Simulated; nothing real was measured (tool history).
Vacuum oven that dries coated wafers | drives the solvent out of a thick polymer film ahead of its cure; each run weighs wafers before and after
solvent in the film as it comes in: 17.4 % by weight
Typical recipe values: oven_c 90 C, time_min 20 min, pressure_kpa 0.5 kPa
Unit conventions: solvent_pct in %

run	hour	oven_c	time_min	pressure_kpa	solvent_pct
1	0	90	20	0.5	0.698
2	18.4	90	20	0.5	0.698
3	38.3	90	20	0.5	0.706
4	55.5	90	20	0.5	0.708
5	68.2	90	20	0.5	0.697
6	88.3	90	20	0.5	0.69

Expected results for the next run?
7	104.1	90	26	0.5	?

{"run 7": {"solvent_pct": 0.359}}
Take away the tool's hidden state, keep the run-to-run variation as it was, and the same run would have given solvent_pct 0.379 %.
